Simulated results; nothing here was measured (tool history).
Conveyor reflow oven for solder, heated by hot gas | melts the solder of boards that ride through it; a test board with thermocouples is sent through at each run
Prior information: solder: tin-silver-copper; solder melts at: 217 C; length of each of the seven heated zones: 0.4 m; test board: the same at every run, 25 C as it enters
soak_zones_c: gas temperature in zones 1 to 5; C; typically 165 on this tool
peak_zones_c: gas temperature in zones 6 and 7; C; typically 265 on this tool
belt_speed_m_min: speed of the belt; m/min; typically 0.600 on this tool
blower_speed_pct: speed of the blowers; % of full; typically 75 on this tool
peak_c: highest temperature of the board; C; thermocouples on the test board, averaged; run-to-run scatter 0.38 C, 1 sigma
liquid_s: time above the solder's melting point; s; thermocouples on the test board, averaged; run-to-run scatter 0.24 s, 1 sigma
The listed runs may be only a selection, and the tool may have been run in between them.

| run | hour | soak_zones_c | peak_zones_c | belt_speed_m_min | blower_speed_pct | peak_c | liquid_s |
|---|---|---|---|---|---|---|---|
| 1 | 0.0 | 165 | 265 | 0.600 | 75 | 248.5 | 54.9 |
| 2 | 27.7 | 165 | 265 | 0.600 | 75 | 248.8 | 54.7 |
| 3 | 54.6 | 165 | 265 | 0.600 | 75 | 247.9 | 54.9 |
| 4 | 80.4 | 165 | 265 | 0.600 | 75 | 248.8 | 54.6 |
| 5 | 110.5 | 165 | 265 | 0.600 | 75 | 247.6 | 54.7 |
| 6 | 128.5 | 158 | 265 | 0.600 | 75 | 247.3 | 51.5 |
| 7 | 147.1 | 158 | 265 | 0.600 | 75 | 246.6 | 51.2 |
| 8 | 170.0 | 158 | 265 | 0.600 | 75 | 246.8 | 50.9 |
| 9 | 199.1 | 158 | 265 | 0.600 | 66 | 243.1 | 46.8 |
| 10 | 215.6 | 158 | 265 | 0.600 | 66 | 243.6 | 47.1 |
| 11 | 231.1 | 165 | 265 | 0.616 | 75 | 246.1 | 51.3 |
| 12 | 262.2 | 165 | 265 | 0.616 | 75 | 246.2 | 51.6 |
| 13 | 280.9 | 165 | 265 | 0.600 | 63 | 244.3 | 49.3 |
| 14 | 303.7 | 165 | 265 | 0.600 | 75 | 247.2 | 53.4 |
| 15 | 322.5 | 165 | 265 | 0.561 | 75 | 249.2 | 60.3 |
|  | 347.7 | flux residue cleaned out of gas plates and filters |
| 16 | 352.1 | 165 | 265 | 0.705 | 72 | 240.4 | 37.1 |
| 17 | 365.3 | 165 | 264 | 0.595 | 53 | 238.6 | 42.1 |
| 18 | 379.8 | 155 | 265 | 0.600 | 67 | 242.5 | 44.2 |
| 19 | 398.2 | 165 | 269 | 0.600 | 75 | 250.4 | 55.7 |
| 20 | 425.2 | 165 | 269 | 0.600 | 75 | 249.5 | 55.6 |
| 21 | 444.4 | 165 | 269 | 0.600 | 75 | 249.8 | 55.3 |

Estimate the outcome of run 22 from the log above:
| 22 | 464.9 | 165 | 269 | 0.516 | 75 | ? | ? |

Run 22 yielded peak_c 253.8 C, liquid_s 70.3 s.
Had the tool carried no hidden state, the very same run would have given peak_c 257.4 C, liquid_s 72.4 s.
